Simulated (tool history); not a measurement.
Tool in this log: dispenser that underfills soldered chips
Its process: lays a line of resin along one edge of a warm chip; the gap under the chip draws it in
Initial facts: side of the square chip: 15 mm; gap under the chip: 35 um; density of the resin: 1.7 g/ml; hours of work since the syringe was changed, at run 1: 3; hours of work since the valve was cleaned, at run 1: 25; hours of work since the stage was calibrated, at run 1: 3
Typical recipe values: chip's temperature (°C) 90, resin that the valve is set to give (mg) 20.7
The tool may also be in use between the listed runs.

run   hour  chip's temperature (°C)  resin that the valve is set to give (mg)  hours of work since the syringe was changed  hours of work since the valve was cleaned  hours of work since the stage was calibrated  time until the resin shows at the far edge (s)  resin that the valve gave (mg)
  1    0.0                       90                                      20.7                                            3                                         25                                             3                                           175.3                           20.24
       7.8  -- new syringe of resin
  2   11.4                       90                                      20.7                                            3                                         34                                            12                                           175.3                           20.12
  3   17.0                       90                                      20.7                                            7                                         38                                            17                                           239.1                           19.94
      19.2  -- new syringe of resin
  4   23.2                       90                                      20.7                                            3                                         43                                            21                                           177.1                           19.85
      30.7  -- new syringe of resin
  5   33.2                       90                                      25.1                                            2                                         51                                            29                                           156.4                           24.03
  6   40.7                       90                                      25.1                                            8                                         57                                            35                                           232.1                           23.76
      41.8  -- new syringe of resin
      45.3  -- dispensing valve cleaned and set on the balance
  7   48.5                       90                                      20.7                                            4                                          3                                            40                                           192.2                           20.55
      54.5  -- new syringe of resin
  8   55.6                       90                                      25.2                                            1                                          8                                            46                                           149.5                           24.92
  9   62.6                       90                                      25.3                                            6                                         14                                            51                                           215.2                           24.88
      66.0  -- new syringe of resin
 10   74.8                       90                                      25.3                                            7                                         23                                            61                                           220.5                           24.60
      77.9  -- new syringe of resin
 11   86.7                      103                                      19.6                                            7                                         32                                            70                                           137.4                           18.92
      89.3  -- new syringe of resin
 12   96.6                       94                                      19.6                                            6                                         40                                            78                                           181.6                           18.88
     100.7  -- new syringe of resin
 13  104.4                       95                                      20.8                                            3                                         46                                            84                                           141.1                           19.72
 14  110.8                      100                                      20.7                                            8                                         51                                            89                                           160.2                           19.60
     111.8  -- new syringe of resin
     122.1  -- dispensing valve cleaned and set on the balance
 15  122.1                      100                                      20.7                                            7                                          0                                            97                                           153.3                           20.77
     124.2  -- new syringe of resin
 16  133.3                      101                                      19.9                                            7                                          9                                           105                                           148.2                           19.85
     135.6  -- new syringe of resin
     147.1  -- new syringe of resin
 17  147.1                       88                                      19.7                                            0                                         19                                           116                                           159.0                           19.39

Each row is a separate what-if for the run after 17, all from the same tool condition, not one after another. Results?
     158.9  -- new syringe of resin
  A  158.9                       78                                      19.7                                            0                                         28                                           125                                               ?                               ?
     158.9  -- new syringe of resin
  B  158.9                      105                                      19.7                                            0                                         28                                           125                                               ?                               ?
     158.9  -- new syringe of resin
  C  158.9                       79                                      19.7                                            0                                         28                                           125                                               ?                               ?

run  time until the resin shows at the far edge (s)  resin that the valve gave (mg)
  A                                           253.1                           19.23
  B                                            79.3                           19.15
  C                                           241.1                           19.30
Take away the tool's hidden state, keep each run's random variation, and the runs would have read:
run  time until the resin shows at the far edge (s)  resin that the valve gave (mg)
  A                                           248.2                           19.78
  B                                            78.1                           19.70
  C                                           236.4                           19.84

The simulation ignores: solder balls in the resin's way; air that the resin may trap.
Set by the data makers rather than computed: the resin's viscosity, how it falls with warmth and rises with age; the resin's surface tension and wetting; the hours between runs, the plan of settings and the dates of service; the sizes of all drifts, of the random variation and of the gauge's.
